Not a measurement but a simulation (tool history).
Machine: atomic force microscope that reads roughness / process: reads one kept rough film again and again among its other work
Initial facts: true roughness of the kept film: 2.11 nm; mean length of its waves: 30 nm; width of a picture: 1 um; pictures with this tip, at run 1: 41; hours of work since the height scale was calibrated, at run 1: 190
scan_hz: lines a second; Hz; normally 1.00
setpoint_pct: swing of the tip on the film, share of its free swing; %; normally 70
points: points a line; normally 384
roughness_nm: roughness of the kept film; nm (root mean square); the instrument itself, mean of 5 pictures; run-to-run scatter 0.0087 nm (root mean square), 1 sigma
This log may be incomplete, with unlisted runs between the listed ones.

| run | day | scan_hz | setpoint_pct | points | pictures with this tip | hours of work since the height scale was calibrated | roughness_nm |
|---|---|---|---|---|---|---|---|
| 1 | 0.000 | 1.00 | 70 | 384 | 41 | 190 | 1.839 |
| 2 | 0.279 | 1.00 | 70 | 384 | 50 | 194 | 1.833 |
| 3 | 0.575 | 1.00 | 78 | 384 | 59 | 198 | 1.783 |
| 4 | 0.800 | 1.00 | 70 | 675 | 66 | 201 | 1.819 |
|  | 0.954 | new tip fitted |
| 5 | 1.054 | 1.00 | 70 | 675 | 3 | 204 | 1.893 |
| 6 | 1.254 | 1.00 | 70 | 598 | 9 | 207 | 1.921 |
| 7 | 1.458 | 1.00 | 70 | 598 | 16 | 210 | 1.901 |
| 8 | 1.829 | 0.53 | 70 | 384 | 28 | 215 | 1.892 |
|  | 1.904 | height scale calibrated on a step standard |
| 9 | 2.046 | 0.53 | 70 | 384 | 33 | 2 | 1.886 |
| 10 | 2.275 | 0.53 | 70 | 384 | 41 | 5 | 1.881 |
| 11 | 2.579 | 0.53 | 70 | 384 | 50 | 9 | 1.832 |
| 12 | 2.854 | 1.00 | 70 | 384 | 59 | 13 | 1.791 |
|  | 2.962 | height scale calibrated on a step standard, once more |
|  | 3.300 | new tip fitted |
| 13 | 3.321 | 0.65 | 70 | 384 | 1 | 5 | 1.945 |
| 14 | 3.612 | 0.65 | 70 | 384 | 10 | 9 | 1.921 |
| 15 | 3.896 | 0.65 | 70 | 384 | 19 | 13 | 1.932 |
| 16 | 4.108 | 0.65 | 70 | 384 | 26 | 15 | 1.897 |
| 17 | 4.488 | 1.00 | 59 | 420 | 38 | 21 | 1.887 |
| 18 | 4.871 | 1.00 | 82 | 975 | 50 | 26 | 1.781 |
| 19 | 5.167 | 1.09 | 70 | 384 | 60 | 30 | 1.791 |
| 20 | 5.358 | 1.09 | 70 | 384 | 66 | 33 | 1.801 |
|  | 5.550 | new tip fitted |
| 21 | 5.608 | 1.74 | 61 | 384 | 2 | 36 | 1.912 |
| 22 | 5.854 | 1.74 | 61 | 554 | 10 | 39 | 1.897 |
| 23 | 6.225 | 1.37 | 69 | 565 | 22 | 44 | 1.856 |

The next listed run, before its measurement:
| 24 | 6.396 | 1.37 | 69 | 565 | 27 | 47 | ? |

roughness_nm: 1.864 nm (root mean square)
With no hidden state in the tool, this same run would have given roughness_nm 1.927 nm (root mean square).
